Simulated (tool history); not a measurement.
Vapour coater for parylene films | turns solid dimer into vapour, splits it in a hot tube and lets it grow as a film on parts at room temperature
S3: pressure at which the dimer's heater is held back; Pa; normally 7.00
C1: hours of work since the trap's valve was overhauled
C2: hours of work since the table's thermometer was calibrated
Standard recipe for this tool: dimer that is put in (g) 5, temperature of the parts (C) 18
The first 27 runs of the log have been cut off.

Run 28, hour 891.6: usual settings but dimer that is put in (g) 6, temperature of the parts (C) 15, S3 3.88 Pa; C1 183; C2 250. Result: thickness of the film (um) 4.33.
Run 29, hour 938.9: usual settings but dimer that is put in (g) 6, temperature of the parts (C) 27, S3 2.14 Pa; C1 218; C2 286. Result: thickness of the film (um) 3.62.
Run 30, hour 977.9: usual settings but dimer that is put in (g) 7, temperature of the parts (C) 22; C1 248; C2 316. Result: thickness of the film (um) 4.07.
Run 31, hour 1013.9: usual settings but temperature of the parts (C) 16, S3 3.82 Pa; C1 275; C2 343. Result: thickness of the film (um) 3.50.
Run 32, hour 1060.8: usual settings but temperature of the parts (C) 16, S3 3.82 Pa; C1 311; C2 379. Result: thickness of the film (um) 3.56.
Run 33, hour 1086.4: usual settings but temperature of the parts (C) 16, S3 3.82 Pa; C1 331; C2 398. Result: thickness of the film (um) 3.54.
Run 34, hour 1110.4: usual settings but temperature of the parts (C) 16, S3 3.82 Pa; C1 349; C2 416. Result: thickness of the film (um) 3.47.
Run 35, hour 1163.3: usual settings but S3 2.43 Pa; C1 389; C2 457. Result: thickness of the film (um) 3.54.
Run 36, hour 1214.8: usual settings but dimer that is put in (g) 3, temperature of the parts (C) 24, S3 5.14 Pa; C1 428; C2 496. Result: thickness of the film (um) 1.74.
Run 37, hour 1240.6: usual settings but dimer that is put in (g) 7, temperature of the parts (C) 26, S3 2.11 Pa; C1 448; C2 515. Result: thickness of the film (um) 4.21.
Run 38, hour 1290.5: usual settings but dimer that is put in (g) 3, temperature of the parts (C) 10, S3 2.11 Pa; C1 486; C2 553. Result: thickness of the film (um) 2.57.
Run 39, hour 1317.3: usual settings but dimer that is put in (g) 3, temperature of the parts (C) 10, S3 2.11 Pa; C1 506; C2 574. Result: thickness of the film (um) 2.57.
Run 40, hour 1366.5: usual settings but dimer that is put in (g) 2, temperature of the parts (C) 22, S3 2.77 Pa; C1 543; C2 611. Result: thickness of the film (um) 1.31.
Run 41, hour 1395.9: usual settings but dimer that is put in (g) 2, temperature of the parts (C) 22, S3 2.77 Pa; C1 566; C2 633. Result: thickness of the film (um) 1.29.
Run 42, hour 1419.9: usual settings but dimer that is put in (g) 2, temperature of the parts (C) 22, S3 2.77 Pa; C1 584; C2 652. Result: thickness of the film (um) 1.31.
Run 43, hour 1469.3: usual settings but dimer that is put in (g) 7, S3 5.15 Pa; C1 621; C2 689. Result: thickness of the film (um) 4.62.
Run 44, hour 1522.1: usual settings but dimer that is put in (g) 7, S3 5.15 Pa; C1 661; C2 729. Result: thickness of the film (um) 4.59.
At hour 1563.3: trap's valve overhauled.
Run 45, hour 1570.2: usual settings but temperature of the parts (C) 14, S3 2.46 Pa; C1 5; C2 763. Result: thickness of the film (um) 3.92.
Run 46, hour 1617.5: usual settings but temperature of the parts (C) 27, S3 6.93 Pa; C1 41; C2 799. Result: thickness of the film (um) 2.61.

Below are 3 alternative next runs, each starting from the tool's condition after run 46. Predict each:
Run A, hour 1643.7: usual settings but dimer that is put in (g) 8, S3 6.93 Pa; C1 61; C2 819. Result: thickness of the film (um) ?.
Run B, hour 1643.7: usual settings but temperature of the parts (C) 12, S3 5.20 Pa; C1 61; C2 819. Result: thickness of the film (um) ?.
Run C, hour 1643.7: usual settings but temperature of the parts (C) 13, S3 2.23 Pa; C1 61; C2 819. Result: thickness of the film (um) ?.

run  thickness of the film (um)
  A                        5.04
  B                        3.82
  C                        4.03
With no hidden state in the tool, these same runs would have given:
run  thickness of the film (um)
  A                        5.04
  B                        3.82
  C                        4.03

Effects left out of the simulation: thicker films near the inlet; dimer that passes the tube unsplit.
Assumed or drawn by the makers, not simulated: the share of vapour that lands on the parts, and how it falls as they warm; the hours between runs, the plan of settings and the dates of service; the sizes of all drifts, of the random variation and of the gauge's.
